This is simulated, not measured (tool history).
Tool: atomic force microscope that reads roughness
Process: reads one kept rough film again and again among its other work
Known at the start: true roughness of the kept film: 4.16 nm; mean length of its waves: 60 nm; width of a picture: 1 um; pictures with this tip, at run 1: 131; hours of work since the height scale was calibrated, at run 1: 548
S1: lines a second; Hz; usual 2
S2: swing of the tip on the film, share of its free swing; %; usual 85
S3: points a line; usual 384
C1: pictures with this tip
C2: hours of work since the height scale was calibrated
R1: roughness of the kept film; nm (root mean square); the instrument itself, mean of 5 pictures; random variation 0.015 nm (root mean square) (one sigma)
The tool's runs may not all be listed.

run     day    S1  S2   S3   C1   C2     R1
  1       0     2  85  384  131  548  3.497
  2   1.238     2  90  384  209  572  3.337
  3   2.154     2  90  384  267  589  3.295
  4   3.217     2  90  384  333  609  3.248
      4.271  -- new tip fitted
  5    4.65     2  90  384   23  636  3.474
  6     5.5     2  90  384   77  653  3.435
  7   6.825     2  90  622  160  678  3.344
      7.008  -- height scale calibrated on a step standard
  8   8.408     2  90  622  257   27  3.324
  9   9.854     2  90  622  348   54   3.24
     10.746  -- new tip fitted
 10  11.354  1.99  85  384   38   82  3.569
 11  12.933  1.99  85  384  137  112  3.475
 12  14.433  1.14  85  383  231  141  3.562
 13  15.767     2  85  628  315  166  3.337
     16.146  -- height scale calibrated on a step standard, once more
 14  16.796     2  58  628  377   12  3.597
     17.229  -- new tip fitted
 15  18.317  2.81  85  555   69   41  3.417
 16  19.612  2.81  85  555  150   66  3.353
 17    21.2  2.81  85  555  250   96  3.284
 18  22.138  1.06  85  939  309  114  3.528
      23.65  -- new tip fitted
 19  23.667  1.06  85  939    1  142  3.794
 20  24.412  0.77  73  881   48  157  3.894
 21  25.646  0.87  83  830  125  180  3.738

Some steps in R1 between neighbouring runs. How much of each would the tool show without its hidden state too (settings, what came in, random variation), and how much is left for the hidden state, with any gauge scatter that isn't in both results?
The hidden state here: radius of the tip, nm; height scale over the true one, %; drift of the gauge itself on roughness_nm, %.
Run 9 -> 10: S1 2 -> 1.99, S2 90 -> 85, S3 622 -> 384, new tip fitted. R1 +0.329 nm (root mean square): hidden state +0.238, all else +0.091.
Run 14 -> 15: S1 2 -> 2.81, S2 58 -> 85, S3 628 -> 555, new tip fitted. R1 -0.18 nm (root mean square): hidden state +0.276, all else -0.456.
Run 18 -> 19: new tip fitted. R1 +0.266 nm (root mean square): hidden state +0.26, all else +0.006.
